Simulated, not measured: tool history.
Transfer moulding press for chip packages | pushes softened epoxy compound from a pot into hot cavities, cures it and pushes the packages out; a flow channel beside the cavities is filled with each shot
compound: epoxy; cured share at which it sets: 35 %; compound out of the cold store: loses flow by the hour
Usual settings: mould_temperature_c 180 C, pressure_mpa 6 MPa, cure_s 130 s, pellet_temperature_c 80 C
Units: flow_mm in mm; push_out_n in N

run   hour  mould_temperature_c  pressure_mpa  cure_s  pellet_temperature_c  incoming compound's hours out of the cold store  flow_mm  push_out_n
  1      0                  180             6     130                    80                                             36.2      657         493
  2      5                  180             6     113                    80                                             15.6      710         581
  3   13.3                  180             6     113                    80                                             32.5      667         601
  4   20.5                  180             6     113                    80                                               14      730         605
      24.7  -- cavities cleaned with cleaning compound and waxed
  5   27.4                  180             6     129                    80                                             44.2      638         462
  6     35                  180             6     129                    80                                             20.8      711         488
  7   40.6                  180             6     129                    80                                             44.6      643         478
  8   48.5                  180             6     129                    80                                             38.2      653         486
  9   57.9                  180          7.19     130                    80                                             36.4      728         506
 10   67.1                  180             6     130                    80                                             29.8      675         507
 11   73.3                  183             6     130                    80                                             18.5      709         462
      78.6  -- cavities cleaned with cleaning compound and waxed
 12   83.4                  180             6     130                    80                                             34.5      663         479
 13   88.3                  180             6     130                    80                                             13.8      725         503
 14   96.6                  180             6     130                    80                                             32.7      669         505
 15    101                  180             6     130                    80                                             25.9      690         474
 16  108.1                  184             6     130                    82                                             19.9      698         463
 17  117.2                  180          6.27     130                    75                                              9.8      755         515
 18    122                  180          6.27     130                    75                                             14.2      740         509
     132.7  -- cavities cleaned with cleaning compound and waxed
 19  132.7                  185          6.38     125                    75                                             34.9      683         466
 20  137.9                  180          5.41     124                    72                                               21      669         500
 21  143.6                  180          5.41     141                    88                                               26      651         455
 22  151.8                  180          5.41     141                    88                                             29.7      640         468
 23  155.7                  180          6.06     121                    88                                             11.2      735         552
 24  161.5                  180          6.06     121                    88                                             25.6      699         537
 25  170.4                  183          5.84     143                    88                                             19.1      699         463
 26  175.7                  175          7.43     140                    89                                             14.7      807         546
 27  179.6                  175          7.43     140                    89                                             31.3      753         526
     187.1  -- cavities cleaned with cleaning compound and waxed
 28  187.5                  187          7.43     140                    89                                             39.7      715         413

5 ways to go on from here, each from the tool as it stands after run 28. What would each give?
  A  191.9                  187          7.43     126                    89                                             34.7        ?           ?
  B  191.9                  176          7.06     140                    88                                               34        ?           ?
  C  191.9                  180          6.74     164                    86                                             41.7        ?           ?
  D  191.9                  185          7.15     140                    82                                             30.5        ?           ?
  E  191.9                  180          4.99     130                    84                                             32.8        ?           ?

run  flow_mm  push_out_n
  A      724         429
  B      730         502
  C      687         424
  D      730         440
  E      617         496
Without the tool's hidden state the same runs would have given:
run  flow_mm  push_out_n
  A      725         427
  B      731         501
  C      688         422
  D      731         439
  E      618         495
